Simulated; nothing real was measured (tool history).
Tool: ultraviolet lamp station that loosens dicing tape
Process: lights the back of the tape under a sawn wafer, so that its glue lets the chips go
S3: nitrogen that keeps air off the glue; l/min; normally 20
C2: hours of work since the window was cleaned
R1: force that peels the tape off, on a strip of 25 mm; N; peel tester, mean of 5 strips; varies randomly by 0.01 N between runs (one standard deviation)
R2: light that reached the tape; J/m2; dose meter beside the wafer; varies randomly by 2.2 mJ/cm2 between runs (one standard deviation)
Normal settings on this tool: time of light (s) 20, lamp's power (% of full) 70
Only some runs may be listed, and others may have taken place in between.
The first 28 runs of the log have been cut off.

run 29 day=11.462 | time_of_light_(s)=18 lamp's_power_(%_of_full)=83 S3=7 | hours_of_work_of_the_lamp=369 C2=64 | R1=1.092 R2=1650
run 30 day=11.942 | time_of_light_(s)=20 lamp's_power_(%_of_full)=93 S3=20 | hours_of_work_of_the_lamp=376 C2=71 | R1=0.343 R2=2080
run 31 day=12.258 | time_of_light_(s)=20 lamp's_power_(%_of_full)=93 S3=20 | hours_of_work_of_the_lamp=380 C2=76 | R1=0.349 R2=2030
run 32 day=12.592 | time_of_light_(s)=20 lamp's_power_(%_of_full)=93 S3=20 | hours_of_work_of_the_lamp=385 C2=81 | R1=0.346 R2=2040
run 33 day=12.988 | time_of_light_(s)=11 lamp's_power_(%_of_full)=68 S3=10 | hours_of_work_of_the_lamp=391 C2=86 | R1=2.322 R2=800
run 34 day=13.346 | time_of_light_(s)=12 lamp's_power_(%_of_full)=68 S3=9 | hours_of_work_of_the_lamp=396 C2=92 | R1=2.138 R2=880
run 35 day=13.892 | time_of_light_(s)=20 lamp's_power_(%_of_full)=70 S3=19 | hours_of_work_of_the_lamp=404 C2=100 | R1=0.655 R2=1480
run 36 day=14.15 | time_of_light_(s)=20 lamp's_power_(%_of_full)=70 S3=19 | hours_of_work_of_the_lamp=408 C2=103 | R1=0.651 R2=1560
run 37 day=14.458 | time_of_light_(s)=20 lamp's_power_(%_of_full)=70 S3=19 | hours_of_work_of_the_lamp=412 C2=108 | R1=0.708 R2=1470
run 38 day=14.779 | time_of_light_(s)=20 lamp's_power_(%_of_full)=70 S3=19 | hours_of_work_of_the_lamp=417 C2=113 | R1=0.68 R2=1490
run 39 day=15.171 | time_of_light_(s)=12 lamp's_power_(%_of_full)=70 S3=9 | hours_of_work_of_the_lamp=423 C2=118 | R1=2.185 R2=920
run 40 day=15.529 | time_of_light_(s)=25 lamp's_power_(%_of_full)=70 S3=15 | hours_of_work_of_the_lamp=428 C2=123 | R1=0.525 R2=1800
run 41 day=15.954 | time_of_light_(s)=20 lamp's_power_(%_of_full)=82 S3=12 | hours_of_work_of_the_lamp=434 C2=130 | R1=0.682 R2=1720
run 42 day=16.358 | time_of_light_(s)=20 lamp's_power_(%_of_full)=82 S3=12 | hours_of_work_of_the_lamp=440 C2=136 | R1=0.713 R2=1730

What if the next run were any one of these 5? Each begins from the tool's condition after run 42:
run A day=16.717 | time_of_light_(s)=20 lamp's_power_(%_of_full)=90 S3=39 | hours_of_work_of_the_lamp=445 C2=141 | R1=? R2=?
run B day=16.717 | time_of_light_(s)=25 lamp's_power_(%_of_full)=72 S3=16 | hours_of_work_of_the_lamp=445 C2=141 | R1=? R2=?
run C day=16.717 | time_of_light_(s)=20 lamp's_power_(%_of_full)=82 S3=37 | hours_of_work_of_the_lamp=445 C2=141 | R1=? R2=?
run D day=16.717 | time_of_light_(s)=20 lamp's_power_(%_of_full)=97 S3=12 | hours_of_work_of_the_lamp=445 C2=141 | R1=? R2=?
run E day=16.717 | time_of_light_(s)=23 lamp's_power_(%_of_full)=87 S3=12 | hours_of_work_of_the_lamp=445 C2=141 | R1=? R2=?

run=A R1=0.277 R2=1920
run=B R1=0.497 R2=1900
run=C R1=0.308 R2=1760
run=D R1=0.51 R2=2030
run=E R1=0.48 R2=2120
Without the tool's unlogged condition, the same runs would have read:
run=A R1=0.187 R2=2380
run=B R1=0.312 R2=2370
run=C R1=0.194 R2=2180
run=D R1=0.323 R2=2530
run=E R1=0.302 R2=2630
